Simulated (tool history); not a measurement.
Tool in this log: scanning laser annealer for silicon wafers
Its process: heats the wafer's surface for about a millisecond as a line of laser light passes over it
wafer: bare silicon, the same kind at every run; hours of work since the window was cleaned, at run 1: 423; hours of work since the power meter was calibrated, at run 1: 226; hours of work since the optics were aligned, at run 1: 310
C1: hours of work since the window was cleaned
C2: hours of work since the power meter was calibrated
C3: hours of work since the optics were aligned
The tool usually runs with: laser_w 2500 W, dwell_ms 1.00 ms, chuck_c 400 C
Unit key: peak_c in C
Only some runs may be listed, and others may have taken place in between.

run 1 hour=0.0 | laser_w=2500 dwell_ms=1.00 chuck_c=400 | C1=423 C2=226 C3=310 | peak_c=1161
run 2 hour=9.9 | laser_w=2500 dwell_ms=1.00 chuck_c=400 | C1=431 C2=234 C3=317 | peak_c=1165
run 3 hour=22.7 | laser_w=2698 dwell_ms=1.00 chuck_c=400 | C1=440 C2=243 C3=327 | peak_c=1225
run 4 hour=33.3 | laser_w=2500 dwell_ms=1.00 chuck_c=400 | C1=448 C2=251 C3=335 | peak_c=1162
run 5 hour=49.1 | laser_w=2500 dwell_ms=1.00 chuck_c=400 | C1=461 C2=264 C3=347 | peak_c=1162
run 6 hour=64.1 | laser_w=2500 dwell_ms=1.00 chuck_c=400 | C1=472 C2=275 C3=358 | peak_c=1160
run 7 hour=73.8 | laser_w=2541 dwell_ms=0.85 chuck_c=425 | C1=479 C2=282 C3=366 | peak_c=1138
run 8 hour=89.2 | laser_w=2541 dwell_ms=0.85 chuck_c=425 | C1=491 C2=294 C3=378 | peak_c=1140
run 9 hour=102.5 | laser_w=2329 dwell_ms=0.72 chuck_c=381 | C1=501 C2=304 C3=388 | peak_c=980
run 10 hour=110.7 | laser_w=2500 dwell_ms=1.00 chuck_c=374 | C1=507 C2=310 C3=394 | peak_c=1132
run 11 hour=118.6 | laser_w=2500 dwell_ms=1.15 chuck_c=383 | C1=513 C2=316 C3=400 | peak_c=1199

What if the next run were any one of these 4? Each begins from the tool's condition after run 11:
run A hour=135.2 | laser_w=2602 dwell_ms=1.24 chuck_c=400 | C1=526 C2=329 C3=413 | peak_c=?
run B hour=135.2 | laser_w=2500 dwell_ms=1.15 chuck_c=406 | C1=526 C2=329 C3=413 | peak_c=?
run C hour=135.2 | laser_w=2170 dwell_ms=1.15 chuck_c=425 | C1=526 C2=329 C3=413 | peak_c=?
run D hour=135.2 | laser_w=2500 dwell_ms=0.76 chuck_c=383 | C1=526 C2=329 C3=413 | peak_c=?

run=A peak_c=1277
run=B peak_c=1218
run=C peak_c=1125
run=D peak_c=1043
Stripped of hidden state, with their random variation kept, the same runs would have yielded:
run=A peak_c=1312
run=B peak_c=1251
run=C peak_c=1153
run=D peak_c=1069
